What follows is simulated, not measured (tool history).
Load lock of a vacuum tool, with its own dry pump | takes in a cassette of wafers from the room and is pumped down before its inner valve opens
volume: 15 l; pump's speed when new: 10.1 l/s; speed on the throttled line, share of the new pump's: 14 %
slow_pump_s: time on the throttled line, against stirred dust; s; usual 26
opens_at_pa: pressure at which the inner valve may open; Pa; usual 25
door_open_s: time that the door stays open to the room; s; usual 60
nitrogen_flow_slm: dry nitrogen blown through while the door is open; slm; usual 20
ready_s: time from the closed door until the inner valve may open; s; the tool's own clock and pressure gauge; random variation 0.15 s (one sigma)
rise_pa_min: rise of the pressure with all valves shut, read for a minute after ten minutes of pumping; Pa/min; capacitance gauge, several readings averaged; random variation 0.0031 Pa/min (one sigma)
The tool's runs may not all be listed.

run    hour  slow_pump_s  opens_at_pa  door_open_s  nitrogen_flow_slm  incoming humidity of the room's air, %  ready_s  rise_pa_min
  1     0.0           26           25           60                 20                                    46.4     34.9        0.221
  2   412.6           26           25           60                 20                                    41.8     34.7        0.231
  3   661.0           26           25           27                 20                                    45.0     35.2        0.230
  4  1125.1           26           25           60                 20                                    42.0     35.3        0.265
  5  1638.8           26           25           60                 20                                    45.2     35.4        0.292
  6  2141.7           26           25           60                 20                                    45.5     35.3        0.314
  7  2563.5           26           25           60                 20                                    43.9     35.6        0.333
  8  2843.7           26           25           60                 20                                    43.0     35.3        0.350
  9  3155.5           26           25           60                 20                                    44.8     35.5        0.367
 10  3553.3           26           25           60                 20                                    45.1     35.2        0.401
 11  3882.9           26           25           60                 20                                    47.8     35.5        0.418
 12  4203.8           26           25           60                 20                                    42.1     35.6        0.437
     4455.7  -- door's seal changed, seat wiped
 13  4559.2           26           25           60                 20                                    45.8     35.5        0.079
 14  4807.5           26           26           60                 20                                    44.3     35.1        0.081
 15  5283.4           26           26           60                 20                                    44.5     35.5        0.089
 16  5799.9           52           25           60                 20                                    44.5     57.8        0.098
 17  6025.1           26           25           60                  4                                    43.0     35.5        0.127
 18  6369.4           26           25           60                  4                                    43.2     35.7        0.132
 19  6626.8           26           30           60                  4                                    45.5     35.5        0.142
     6797.9  -- dry pump taken out, an overhauled one fitted
 20  7119.3           45           44          174                 20                                    45.7     50.1        0.158
 21  7624.3           26           43          175                 20                                    44.1     34.1        0.171
 22  7990.9           26           28           44                 20                                    44.7     34.6        0.147
 23  8428.9           26           46           60                 20                                    44.5     33.9        0.168
 24  8667.0           26           25           60                 21                                    45.8     34.8        0.185
 25  9049.1           26           25           60                 21                                    39.9     34.8        0.182

Forecast run 26:
 26  9491.5           20           25          133                 24                                    43.5        ?            ?

Run 26 gave ready_s 29.6 s, rise_pa_min 0.226 Pa/min.
Without the tool's hidden state the same run would have given ready_s 29.3 s, rise_pa_min 0.089 Pa/min.
